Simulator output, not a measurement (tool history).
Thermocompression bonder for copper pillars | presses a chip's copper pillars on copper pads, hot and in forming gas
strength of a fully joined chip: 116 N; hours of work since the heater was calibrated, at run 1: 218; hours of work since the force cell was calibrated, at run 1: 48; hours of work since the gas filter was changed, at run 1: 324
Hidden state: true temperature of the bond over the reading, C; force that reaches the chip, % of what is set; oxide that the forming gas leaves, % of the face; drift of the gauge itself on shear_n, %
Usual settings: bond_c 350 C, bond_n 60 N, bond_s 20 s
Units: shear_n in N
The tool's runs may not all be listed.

run   hour  bond_c  bond_n  bond_s  hours of work since the heater was calibrated  hours of work since the force cell was calibrated  hours of work since the gas filter was changed  shear_n
  1    0.0     350      60      20                                            218                                                 48                                             324     62.6
  2    9.0     350      60      20                                            224                                                 54                                             331     62.4
  3   14.4     350      60      20                                            228                                                 58                                             334     62.0
  4   20.8     350      60      20                                            232                                                 62                                             339     62.0
  5   28.3     350      60      39                                            237                                                 67                                             344     74.7
  6   34.2     350      60      39                                            241                                                 71                                             348     74.4
  7   39.7     350      60      39                                            245                                                 75                                             351     74.7
  8   48.6     350      60      39                                            251                                                 81                                             357     74.2
  9   58.1     350      60      39                                            257                                                 87                                             364     74.1
 10   66.8     350      60      39                                            263                                                 93                                             370     73.8
 11   71.6     350      60      39                                            267                                                 96                                             373     74.2
 12   77.7     350      60      20                                            271                                                100                                             377     61.1
 13   84.0     350      60      20                                            275                                                105                                             381     61.5
      88.2  -- forming gas filter changed
 14   89.0     350      60      20                                            278                                                108                                               1     69.1
 15   95.8     370      60      20                                            283                                                112                                               5     79.7
 16  103.2     370      60      20                                            287                                                117                                              10     79.0
 17  108.3     370      60      20                                            291                                                121                                              14     80.0
 18  117.4     370      60      20                                            297                                                127                                              20     79.3
 19  127.7     370      60      20                                            304                                                134                                              27     79.6
 20  136.7     370      56      26                                            310                                                140                                              33     80.0
 21  145.7     337      41      20                                            316                                                146                                              39     40.3
 22  155.1     350      37      59                                            323                                                152                                              45     61.2
 23  162.6     325      53      25                                            328                                                157                                              50     51.6
     165.2  -- heater calibrated with a thermocouple chip
 24  170.2     371      53      12                                              3                                                161                                              54     61.5
 25  178.1     350      76      28                                              9                                                166                                              59     89.4
 26  187.0     321      60      31                                             15                                                172                                              65     60.3
 27  197.3     350      70      37                                             22                                                179                                              72     88.5
 28  202.9     350      70      13                                             25                                                183                                              76     68.1
 29  213.6     379      84      20                                             33                                                190                                              83     99.7
 30  223.7     379      84      20                                             40                                                197                                              90    100.1
     227.3  -- heater calibrated with a thermocouple chip, once more
 31  233.3     349      60      20                                              4                                                202                                              95     64.4
 32  242.2     367      60      15                                             10                                                208                                             101     68.3
 33  251.4     362      60      57                                             16                                                215                                             107     91.8
 34  261.8     322      85      35                                             23                                                222                                             114     80.9
 35  268.3     322      62      12                                             28                                                226                                             119     42.5
 36  274.7     322      62      12                                             32                                                230                                             123     42.0
 37  285.1     323      60      21                                             39                                                237                                             130     50.6

4 ways to go on from here, each from the tool as it stands after run 37. What would each give?
  A  292.1     350      60      17                                             44                                                242                                             135        ?
  B  292.1     370      60      50                                             44                                                242                                             135        ?
  C  292.1     346      60      21                                             44                                                242                                             135        ?
  D  292.1     377      60      20                                             44                                                242                                             135        ?

run  shear_n
  A     61.7
  B     92.4
  C     63.5
  D     78.1
Without the tool's hidden state the same runs would have given:
run  shear_n
  A     64.8
  B     96.7
  C     66.7
  D     82.0
